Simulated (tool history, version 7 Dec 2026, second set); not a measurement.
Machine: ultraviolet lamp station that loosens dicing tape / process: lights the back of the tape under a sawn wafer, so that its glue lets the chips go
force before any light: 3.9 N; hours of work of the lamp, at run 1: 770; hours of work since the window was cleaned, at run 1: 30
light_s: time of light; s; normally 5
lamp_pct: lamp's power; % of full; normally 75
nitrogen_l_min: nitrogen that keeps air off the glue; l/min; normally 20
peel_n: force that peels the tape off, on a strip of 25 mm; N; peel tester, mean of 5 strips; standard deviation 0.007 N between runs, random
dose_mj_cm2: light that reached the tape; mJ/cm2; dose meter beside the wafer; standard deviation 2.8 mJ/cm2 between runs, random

run     day  light_s  lamp_pct  nitrogen_l_min  hours of work of the lamp  hours of work since the window was cleaned  peel_n  dose_mj_cm2
  1   0.000        5        75              20                        770                                          30   0.339          325
  2   0.571        5        75              20                        779                                          38   0.326          329
  3   1.750        5        75               9                        796                                          56   0.597          325
  4   2.579        5        75               9                        809                                          68   0.590          326
  5   3.375        4        75              20                        820                                          80   0.523          259
  6   4.254        4        75              20                        833                                          93   0.534          257
  7   4.967        5        74              20                        844                                         104   0.373          319
  8   6.283        5        74              20                        864                                         123   0.365          314
  9   7.658        5        74              20                        884                                         143   0.385          315
 10   9.075        5        74              20                        905                                         164   0.369          309
 11  10.325        5        74              20                        924                                         183   0.385          306
 12  11.138        5        75              20                        936                                         195   0.384          310
 13  12.354        5        75              20                        954                                         213   0.394          310
 14  13.167        5        75              20                        966                                         225   0.405          307
 15  14.150        5        75              20                        980                                         240   0.396          305
 16  15.317        5        75              20                        998                                         257   0.398          299
 17  16.188        5        75               7                       1011                                         270   0.777          300
 18  17.092        5        75              20                       1024                                         283   0.401          297
 19  18.029        3        75              20                       1038                                         297   0.950          176
     18.117  -- window cleaned of glue's vapour
 20  18.821        3        75              20                       1049                                          10   0.933          179
 21  19.788        3        75              20                       1064                                          25   0.994          174
 22  21.183        3        75              35                       1084                                          46   0.757          173
 23  22.017        3        75              35                       1097                                          58   0.736          172
 24  23.242        5        95              11                       1115                                          76   0.414          362
 25  24.317        5        95              11                       1131                                          92   0.434          358
 26  25.717        5        95              11                       1152                                         113   0.424          358
     26.279  -- window cleaned of glue's vapour, once more
 27  26.304        5        95              11                       1160                                           0   0.389          377
 28  27.621        3        75              20                       1180                                          20   0.932          176
 29  28.708        5        61              11                       1196                                          36   0.804          241
 30  29.758        5        61              11                       1211                                          52   0.851          237
 31  30.408        5        87              19                       1221                                          61   0.320          331
 32  31.646        5        91              33                       1239                                          80   0.227          354
 33  32.362        5        91              33                       1250                                          90   0.216          348
 34  33.188        5        75               9                       1262                                         103   0.734          283
 35  34.212        5        75               9                       1277                                         118   0.734          286
 36  35.312        2        93              30                       1294                                         134   1.079          140
 37  36.112        3        95              37                       1306                                         146   0.551          212
 38  37.404        3        95              37                       1325                                         165   0.539          215
 39  38.500        3        95              37                       1341                                         181   0.542          213
 40  39.646        3        63              13                       1358                                         198   1.517          138
 41  40.783        3        63              13                       1375                                         215   1.489          137
 42  42.104        3        63              13                       1394                                         235   1.452          135
 43  43.179        2        63               7                       1410                                         251   2.311           90
 44  43.775        2        63               7                       1419                                         260   2.400           87

What differs in the tool's unlogged condition from the final listed run ahead of each entry between runs to the first listed run following it?
Run 19 -> run 20: window cleaned of glue's vapour (day 18.117)
  lamp's light, % of a new lamp's: 79.2 -> 79; light that the window lets through, % of a clean one's: 95.8 -> 95
  what was measured, less what the result would be without the hidden state, peel_n: +0.321 -> +0.323 N; dose_mj_cm2: -57 -> -59 mJ/cm2
Run 26 -> run 27: window cleaned of glue's vapour, once more (day 26.279)
  lamp's light, % of a new lamp's: 77 -> 76.8; light that the window lets through, % of a clean one's: 93.6 -> 99
  what was measured, less what the result would be without the hidden state, peel_n: +0.197 -> +0.158 N; dose_mj_cm2: -139 -> -118 mJ/cm2

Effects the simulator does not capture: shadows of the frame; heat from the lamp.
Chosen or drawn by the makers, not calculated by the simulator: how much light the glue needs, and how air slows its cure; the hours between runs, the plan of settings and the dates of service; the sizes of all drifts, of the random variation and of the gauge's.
